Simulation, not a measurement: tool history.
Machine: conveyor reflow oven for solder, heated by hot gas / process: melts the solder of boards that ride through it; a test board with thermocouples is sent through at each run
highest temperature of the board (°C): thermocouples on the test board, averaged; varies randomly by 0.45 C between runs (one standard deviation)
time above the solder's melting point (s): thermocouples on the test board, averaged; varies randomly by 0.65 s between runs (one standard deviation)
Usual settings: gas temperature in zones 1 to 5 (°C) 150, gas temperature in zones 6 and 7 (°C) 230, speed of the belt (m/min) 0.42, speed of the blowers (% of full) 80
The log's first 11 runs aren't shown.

run	day	gas temperature in zones 1 to 5 (°C)	gas temperature in zones 6 and 7 (°C)	speed of the belt (m/min)	speed of the blowers (% of full)	highest temperature of the board (°C)	time above the solder's melting point (s)
12	3.542	150	230	0.42	80	214.9	77.7
13	3.892	150	230	0.42	80	214.7	77.7
14	4.233	150	230	0.42	80	214.2	77.7
15	4.421	150	230	0.42	58	209.3	71.7
16	4.804	150	237	0.42	80	220.2	83.7
17	5.121	150	230	0.414	77	214.4	79.2
18	5.338	150	230	0.414	77	213.9	79.2
# day 5.579: flux residue cleaned out of gas plates and filters
19	5.717	149	219	0.42	80	204.1	65.1
20	5.954	153	221	0.42	58	203.5	63.2
21	6.312	162	227	0.457	63	209.3	70.6
22	6.696	157	230	0.462	53	206.8	63.5
23	6.875	157	230	0.369	53	213.6	92.7
24	7.217	151	223	0.346	68	210.6	92.2
# day 7.521: flux residue cleaned out of gas plates and filters, once more
25	7.717	164	230	0.431	80	216.4	88
26	8.021	164	230	0.431	56	211.7	82
27	8.392	164	234	0.445	82	220.8	88
28	8.638	159	234	0.445	68	217.1	79.3
29	8.871	149	235	0.445	80	217.8	76.6
30	9.15	149	235	0.445	80	217.8	76.5

Predict each of these 5 candidate next runs independently; none follows another, all start after run 30:
A	9.454	149	235	0.462	80	?	?
B	9.454	158	235	0.445	80	?	?
C	9.454	150	230	0.427	68	?	?
D	9.454	164	230	0.375	64	?	?
E	9.454	147	235	0.445	80	?	?

run	highest temperature of the board (°C)	time above the solder's melting point (s)
A	215.4	71.9
B	218.6	83.6
C	211.6	74.1
D	217.4	102.8
E	217.1	74.3
With the hidden condition removed and each run's random variation left untouched, the same runs would have given:
run	highest temperature of the board (°C)	time above the solder's melting point (s)
A	216.6	72.8
B	219.8	84.2
C	212.8	75.1
D	218.6	103.4
E	218.4	75.1

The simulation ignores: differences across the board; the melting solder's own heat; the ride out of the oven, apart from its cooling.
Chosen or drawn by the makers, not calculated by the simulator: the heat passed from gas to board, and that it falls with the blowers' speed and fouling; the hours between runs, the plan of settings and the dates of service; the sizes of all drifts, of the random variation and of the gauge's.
